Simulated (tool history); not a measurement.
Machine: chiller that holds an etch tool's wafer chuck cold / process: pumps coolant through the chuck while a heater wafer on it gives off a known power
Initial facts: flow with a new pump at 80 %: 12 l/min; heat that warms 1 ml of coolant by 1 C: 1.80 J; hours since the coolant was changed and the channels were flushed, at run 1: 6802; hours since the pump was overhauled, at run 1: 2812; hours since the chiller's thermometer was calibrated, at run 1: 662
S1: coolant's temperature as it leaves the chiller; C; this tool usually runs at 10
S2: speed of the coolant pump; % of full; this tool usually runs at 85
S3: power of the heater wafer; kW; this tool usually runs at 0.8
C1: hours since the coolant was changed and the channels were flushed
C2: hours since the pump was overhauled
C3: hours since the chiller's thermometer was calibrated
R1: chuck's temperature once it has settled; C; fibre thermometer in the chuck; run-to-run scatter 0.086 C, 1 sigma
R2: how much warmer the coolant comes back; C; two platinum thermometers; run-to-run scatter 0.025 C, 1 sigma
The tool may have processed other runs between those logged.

run 1 hour=0 | S1=10 S2=85 S3=0.8 | C1=6802 C2=2812 C3=662 | R1=17 R2=2.12
run 2 hour=108.2 | S1=15 S2=85 S3=0.8 | C1=6910 C2=2920 C3=770 | R1=21.95 R2=2.12
run 3 hour=199.2 | S1=15 S2=85 S3=0.8 | C1=7001 C2=3011 C3=861 | R1=22.05 R2=2.08
run 4 hour=325.1 | S1=15 S2=85 S3=0.8 | C1=7127 C2=3137 C3=987 | R1=21.91 R2=2.07
run 5 hour=445.5 | S1=10 S2=100 S3=0.8 | C1=7248 C2=3258 C3=1107 | R1=16.52 R2=1.73
run 6 hour=502.3 | S1=10 S2=85 S3=0.486 | C1=7304 C2=3314 C3=1164 | R1=14.37 R2=1.2
run 7 hour=584.7 | S1=16 S2=89 S3=0.675 | C1=7387 C2=3397 C3=1246 | R1=21.89 R2=1.6
run 8 hour=650 | S1=10 S2=76 S3=1.055 | C1=7452 C2=3462 C3=1312 | R1=19.73 R2=3.01
run 9 hour=746.4 | S1=10 S2=68 S3=0.702 | C1=7548 C2=3559 C3=1408 | R1=16.89 R2=2.2
run 10 hour=820.8 | S1=10 S2=87 S3=0.763 | C1=7623 C2=3633 C3=1482 | R1=16.66 R2=1.84

Some steps in R2 between neighbouring runs. How much of each would the tool show without its hidden state too (settings, what came in, random variation), and how much is left for the hidden state, with any gauge scatter that isn't in both results?
The hidden state here: heat passed by the chuck's channels, % of clean ones'; flow at a given pump speed, % of a new pump's; coolant's true temperature over the reading, C; drift of the gauge itself on chuck_c, C; drift of the gauge itself on warmer_back_c, C.
Run 2 -> 3: no setting touched and nothing written in the log between the runs. R2 -0.04 C: hidden state -0.02, all else -0.02.
Run 7 -> 8: S1 16 -> 10, S2 89 -> 76, S3 0.675 -> 1.055. R2 +1.41 C: hidden state +0, all else +1.41.
